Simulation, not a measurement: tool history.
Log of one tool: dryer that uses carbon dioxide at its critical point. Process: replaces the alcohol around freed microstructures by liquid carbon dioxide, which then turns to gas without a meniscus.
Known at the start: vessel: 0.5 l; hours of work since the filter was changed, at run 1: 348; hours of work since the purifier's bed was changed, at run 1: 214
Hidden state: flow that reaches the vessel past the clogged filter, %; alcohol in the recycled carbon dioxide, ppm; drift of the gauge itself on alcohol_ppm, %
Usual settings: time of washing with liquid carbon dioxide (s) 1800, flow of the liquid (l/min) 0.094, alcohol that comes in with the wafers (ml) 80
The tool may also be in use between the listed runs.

run,hour,time of washing with liquid carbon dioxide (s),flow of the liquid (l/min),alcohol that comes in with the wafers (ml),hours of work since the filter was changed,hours of work since the purifier's bed was changed,alcohol left in the vessel before it's heated (ppm by volume)
1,0,1800,0.094,80,348,214,3264
2,32.7,1800,0.094,80,358,225,3400
3,52.6,1800,0.094,80,365,231,3457
4,85.1,1800,0.094,80,376,242,3459
5,110.3,1800,0.094,80,384,250,3671
6,143.1,1800,0.094,80,395,261,3611
7,162.2,1800,0.094,80,401,267,3633
# hour 174.9: inlet filter changed
8,192.6,1800,0.094,80,6,277,1904
9,223.8,1800,0.1201,80,16,287,533
10,264,1800,0.094,51,29,301,1257
11,291,1800,0.094,80,38,310,2014
12,330,1800,0.094,80,51,322,2028
13,352.2,1800,0.094,80,58,330,2062
14,371,1800,0.094,80,64,336,2037
15,395.4,1800,0.062,104,72,344,12416
16,415.3,1200,0.0574,91,79,350,32621
17,456.6,1920,0.1119,30,93,364,286
18,478.9,1740,0.094,80,100,371,2558
19,519.8,2100,0.1469,80,113,385,121
20,558.7,1500,0.1144,23,126,398,639
21,581.9,1620,0.0889,80,134,405,4377
22,614.4,1200,0.0941,81,145,416,9868
23,632.4,1620,0.0769,23,150,422,2172
24,651.1,2460,0.0931,29,157,428,262
25,689.8,2460,0.0931,29,169,441,285

Forecast each of these 3 alternatives for the next run:
A,713.3,2460,0.0891,80,177,448,?
B,713.3,1260,0.124,80,177,448,?
C,713.3,1800,0.06,35,177,448,?

run,alcohol left in the vessel before it's heated (ppm by volume)
A,783
B,3137
C,5315
Without the tool's hidden state the same runs would have given:
run,alcohol left in the vessel before it's heated (ppm by volume)
A,471
B,2273
C,4299
